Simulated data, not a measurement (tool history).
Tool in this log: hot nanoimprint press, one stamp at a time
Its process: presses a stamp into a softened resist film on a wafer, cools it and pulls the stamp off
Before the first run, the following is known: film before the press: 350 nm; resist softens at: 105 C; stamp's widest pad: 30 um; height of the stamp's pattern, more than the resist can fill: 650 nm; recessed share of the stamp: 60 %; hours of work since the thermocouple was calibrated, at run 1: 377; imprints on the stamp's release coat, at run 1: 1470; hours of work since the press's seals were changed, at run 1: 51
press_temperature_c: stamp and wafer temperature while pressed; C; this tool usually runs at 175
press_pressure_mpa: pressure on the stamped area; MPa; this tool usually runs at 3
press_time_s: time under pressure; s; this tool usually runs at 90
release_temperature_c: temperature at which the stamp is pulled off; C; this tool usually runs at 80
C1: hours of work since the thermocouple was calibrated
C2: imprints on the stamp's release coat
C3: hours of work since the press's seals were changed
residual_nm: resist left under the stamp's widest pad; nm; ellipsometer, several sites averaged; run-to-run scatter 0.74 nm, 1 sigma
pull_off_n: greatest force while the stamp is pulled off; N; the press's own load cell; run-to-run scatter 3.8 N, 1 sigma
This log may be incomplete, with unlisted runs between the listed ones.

Run 1, hour 0: usual settings; C1 377; C2 1470; C3 51. Result: residual_nm 166.2 nm, pull_off_n 281 N.
Run 2, hour 12.5: usual settings; C1 382; C2 1494; C3 56. Result: residual_nm 168.4 nm, pull_off_n 285 N.
Run 3, hour 24.2: usual settings; C1 387; C2 1517; C3 61. Result: residual_nm 167.6 nm, pull_off_n 271 N.
Run 4, hour 34.3: usual settings but release_temperature_c 72 C; C1 391; C2 1537; C3 65. Result: residual_nm 167.3 nm, pull_off_n 299 N.
Run 5, hour 53.2: usual settings but release_temperature_c 72 C; C1 399; C2 1574; C3 72. Result: residual_nm 167.7 nm, pull_off_n 313 N.
At hour 65.6: plate thermocouple calibrated.
Run 6, hour 71.1: usual settings; C1 2; C2 1603; C3 78. Result: residual_nm 158.4 nm, pull_off_n 284 N.
Run 7, hour 94.8: usual settings; C1 12; C2 1649; C3 88. Result: residual_nm 158.3 nm, pull_off_n 294 N.
Run 8, hour 106.6: usual settings; C1 17; C2 1672; C3 93. Result: residual_nm 156.9 nm, pull_off_n 290 N.
Run 9, hour 131.1: usual settings but release_temperature_c 71 C; C1 26; C2 1720; C3 103. Result: residual_nm 155.7 nm, pull_off_n 319 N.
Run 10, hour 153.4: usual settings but press_pressure_mpa 2.36 MPa, press_time_s 48 s, release_temperature_c 76 C; C1 35; C2 1764; C3 112. Result: residual_nm 215.3 nm, pull_off_n 315 N.
Run 11, hour 173: usual settings but press_pressure_mpa 4.1 MPa, press_time_s 48 s, release_temperature_c 85 C; C1 43; C2 1802; C3 120. Result: residual_nm 170.1 nm, pull_off_n 291 N.
Run 12, hour 192.6: usual settings but press_temperature_c 186 C, press_pressure_mpa 3.98 MPa, press_time_s 166 s, release_temperature_c 67 C; C1 51; C2 1841; C3 127. Result: residual_nm 59.8 nm, pull_off_n 343 N.
Run 13, hour 206.3: usual settings but press_temperature_c 186 C, press_pressure_mpa 3.98 MPa, press_time_s 166 s, release_temperature_c 67 C; C1 57; C2 1867; C3 133. Result: residual_nm 60.8 nm, pull_off_n 347 N.
Run 14, hour 227.8: usual settings but release_temperature_c 81 C; C1 65; C2 1909; C3 142. Result: residual_nm 157.5 nm, pull_off_n 308 N.
Run 15, hour 248: usual settings but release_temperature_c 81 C; C1 73; C2 1949; C3 150. Result: residual_nm 160.1 nm, pull_off_n 320 N.
Run 16, hour 262.8: usual settings but press_temperature_c 167 C, press_time_s 143 s, release_temperature_c 73 C; C1 79; C2 1978; C3 156. Result: residual_nm 204.2 nm, pull_off_n 337 N.
Run 17, hour 279.1: usual settings but press_temperature_c 171 C, release_temperature_c 69 C; C1 86; C2 2010; C3 162. Result: residual_nm 195.9 nm, pull_off_n 350 N.
Run 18, hour 289.1: usual settings but press_temperature_c 171 C, press_pressure_mpa 2.75 MPa, release_temperature_c 69 C; C1 90; C2 2029; C3 166. Result: residual_nm 201.9 nm, pull_off_n 350 N.

Branching from run 18: 3 alternative next runs. What would each branch give?
Run A, hour 308.8: usual settings but press_temperature_c 171 C, press_pressure_mpa 3.97 MPa, release_temperature_c 69 C; C1 98; C2 2068; C3 174. Result: residual_nm ?, pull_off_n ?.
Run B, hour 308.8: usual settings but press_pressure_mpa 2.85 MPa; C1 98; C2 2068; C3 174. Result: residual_nm ?, pull_off_n ?.
Run C, hour 308.8: usual settings but release_temperature_c 74 C; C1 98; C2 2068; C3 174. Result: residual_nm ?, pull_off_n ?.

run  residual_nm  pull_off_n
  A        172.2         365
  B        164.8         327
  C        160.6         329
Without the tool's hidden state the same runs would have given:
run  residual_nm  pull_off_n
  A        169.8         209
  B          163         187
  C        158.7         188
